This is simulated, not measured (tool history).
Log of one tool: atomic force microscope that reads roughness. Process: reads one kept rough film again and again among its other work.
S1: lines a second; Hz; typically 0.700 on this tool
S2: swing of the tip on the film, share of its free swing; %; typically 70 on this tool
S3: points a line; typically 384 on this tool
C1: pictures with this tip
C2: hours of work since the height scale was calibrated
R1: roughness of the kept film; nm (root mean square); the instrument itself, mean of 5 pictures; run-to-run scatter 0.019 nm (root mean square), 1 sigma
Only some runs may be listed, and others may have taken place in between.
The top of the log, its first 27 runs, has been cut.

run   hour     S1  S2    S3   C1   C2     R1
 28  175.3  1.731  70   384  347   95  3.530
 29  180.7  1.179  67  1003  356   97  3.631
 30  189.3  1.179  67  1003  369  101  3.632
 31  198.3  1.179  67  1003  384  106  3.570
 32  202.4  0.700  78   547  390  108  3.520
     206.3  -- new tip fitted
 33  210.7  0.700  78   547    7  112  4.502
     212.1  -- height scale calibrated on a step standard
 34  220.6  3.673  62   663   21    4  4.225
 35  228.5  0.871  89   384   33    8  4.183
 36  236.8  0.871  89   384   47   12  4.157
 37  241.2  0.871  89   841   54   14  4.157
 38  246.7  0.871  89   841   63   17  4.126
 39  255.9  0.656  89   841   77   21  4.215
 40  259.7  0.700  67   384   83   23  4.357
     263.5  -- height scale calibrated on a step standard, once more
 41  268.4  0.855  88   290   96    2  3.994
 42  277.4  1.522  86   384  110    7  3.787
 43  286.4  1.522  86   384  124   11  3.735
 44  292.2  2.349  85   629  134   14  3.492
 45  299.5  1.950  85   563  145   18  3.606
 46  303.3  0.700  70   769  151   20  4.153
 47  311.5  0.700  70   769  164   24  4.108
 48  315.5  3.676  63   522  171   26  3.791
 49  322.7  3.676  88  1002  182   29  2.958
 50  330.2  1.603  80   623  194   33  3.720
 51  336.5  0.700  70   420  204   36  4.037

Branching from run 51: 5 alternative next runs. What would each branch give?
  A  343.7  1.679  69  994  216  39   ?
  B  343.7  1.999  70  420  216  39   ?
  C  343.7  2.212  88  307  216  39   ?
  D  343.7  0.700  70  373  216  39   ?
  E  343.7  0.700  69  568  216  39   ?

run     R1
  A  3.850
  B  3.759
  C  3.244
  D  3.958
  E  4.001
The same runs, with their run-to-run variation unchanged, on a tool lacking any hidden condition would have given:
run     R1
  A  4.460
  B  4.355
  C  3.759
  D  4.586
  E  4.635
